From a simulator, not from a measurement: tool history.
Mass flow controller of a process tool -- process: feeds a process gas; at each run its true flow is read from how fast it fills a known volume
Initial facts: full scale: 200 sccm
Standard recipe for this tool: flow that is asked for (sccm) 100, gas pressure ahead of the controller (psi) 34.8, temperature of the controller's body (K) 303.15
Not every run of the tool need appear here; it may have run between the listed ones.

run	hour	flow that is asked for (sccm)	gas pressure ahead of the controller (psi)	temperature of the controller's body (K)	true flow (%)
1	0.0	100	34.8	303.15	98.64
2	52.8	100	34.8	303.15	98.76
3	117.4	100	34.8	303.15	98.68
4	182.7	100	34.8	303.15	98.72
5	224.4	100	34.8	303.15	98.80
6	290.6	164	34.8	303.15	99.07
7	376.8	100	35.1	303.15	98.72
8	465.8	26	34.8	307.15	97.63
9	503.8	26	34.8	301.15	97.83
10	590.9	33	35.2	294.15	98.05

What if the next run were any one of these 3? Each begins from the tool's condition after run 10:
A	657.6	100	34.8	302.15	?
B	657.6	33	24.9	300.15	?
C	657.6	95	34.8	306.15	?

run	true flow (%)
A	98.81
B	98.40
C	98.47
With no hidden state in the tool, these same runs would have given:
run	true flow (%)
A	99.30
B	99.22
C	98.97
